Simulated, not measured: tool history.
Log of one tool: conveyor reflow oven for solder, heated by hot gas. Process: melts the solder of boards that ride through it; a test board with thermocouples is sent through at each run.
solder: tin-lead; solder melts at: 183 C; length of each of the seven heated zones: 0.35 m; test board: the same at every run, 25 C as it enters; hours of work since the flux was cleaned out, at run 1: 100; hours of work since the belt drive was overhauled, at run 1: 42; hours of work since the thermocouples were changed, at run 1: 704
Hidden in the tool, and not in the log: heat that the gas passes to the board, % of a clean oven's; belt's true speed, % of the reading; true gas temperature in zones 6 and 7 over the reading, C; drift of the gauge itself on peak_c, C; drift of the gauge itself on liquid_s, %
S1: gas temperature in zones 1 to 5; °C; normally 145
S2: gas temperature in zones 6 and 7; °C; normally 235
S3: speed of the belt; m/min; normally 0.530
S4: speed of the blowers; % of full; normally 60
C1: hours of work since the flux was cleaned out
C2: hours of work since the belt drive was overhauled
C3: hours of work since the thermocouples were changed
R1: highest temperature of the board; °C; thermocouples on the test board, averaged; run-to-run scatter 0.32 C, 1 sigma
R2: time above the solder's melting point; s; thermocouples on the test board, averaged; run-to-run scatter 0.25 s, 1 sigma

Run 1, hour 0.0: usual settings; C1 100; C2 42; C3 704. Result: R1 218.2 °C, R2 63.2 s.
Run 2, hour 46.2: usual settings; C1 120; C2 62; C3 724. Result: R1 218.1 °C, R2 63.5 s.
Run 3, hour 68.7: usual settings; C1 130; C2 72; C3 734. Result: R1 218.1 °C, R2 62.8 s.
Run 4, hour 112.3: usual settings; C1 150; C2 92; C3 754. Result: R1 218.6 °C, R2 63.3 s.
Run 5, hour 148.8: usual settings; C1 166; C2 108; C3 770. Result: R1 218.1 °C, R2 63.2 s.
Run 6, hour 175.6: usual settings; C1 178; C2 120; C3 782. Result: R1 217.9 °C, R2 63.1 s.
Run 7, hour 225.0: usual settings; C1 200; C2 142; C3 804. Result: R1 217.5 °C, R2 62.8 s.
Run 8, hour 274.3: usual settings; C1 222; C2 164; C3 826. Result: R1 217.9 °C, R2 62.9 s.
Run 9, hour 322.2: usual settings but S2 245 °C, S3 0.488 m/min; C1 243; C2 185; C3 847. Result: R1 228.9 °C, R2 76.7 s.
Run 10, hour 343.9: usual settings but S2 225 °C, S4 90 % of full; C1 253; C2 195; C3 857. Result: R1 211.7 °C, R2 59.0 s.
Run 11, hour 378.4: usual settings but S2 225 °C, S4 90 % of full; C1 268; C2 210; C3 872. Result: R1 211.4 °C, R2 58.9 s.
Run 12, hour 403.5: usual settings but S1 141 °C, S2 232 °C, S4 79 % of full; C1 279; C2 221; C3 883. Result: R1 216.6 °C, R2 60.8 s.
Run 13, hour 427.3: usual settings but S2 231 °C; C1 290; C2 232; C3 894. Result: R1 214.1 °C, R2 59.5 s.
At hour 475.5: flux residue cleaned out of gas plates and filters.
Run 14, hour 476.7: usual settings but S2 231 °C; C1 1; C2 251; C3 913. Result: R1 214.8 °C, R2 61.2 s.
Run 15, hour 517.1: usual settings but S1 130 °C, S2 231 °C, S3 0.568 m/min; C1 18; C2 269; C3 931. Result: R1 210.2 °C, R2 46.8 s.

What if the next run were any one of these 3? Each begins from the tool's condition after run 15:
Run A, hour 558.2: usual settings but S2 231 °C, S3 0.431 m/min, S4 62 % of full; C1 37; C2 288; C3 950. Result: R1 ?, R2 ?.
Run B, hour 558.2: usual settings but S1 130 °C, S2 243 °C, S3 0.515 m/min, S4 87 % of full; C1 37; C2 288; C3 950. Result: R1 ?, R2 ?.
Run C, hour 558.2: usual settings but S1 154 °C, S3 0.623 m/min, S4 65 % of full; C1 37; C2 288; C3 950. Result: R1 ?, R2 ?.

run     R1    R2
  A  220.5  81.3
  B  227.3  67.3
  C  216.0  55.5
Take away the tool's hidden state, keep each run's random variation, and the runs would have read:
run     R1    R2
  A  223.4  83.0
  B  230.2  68.6
  C  218.6  57.0
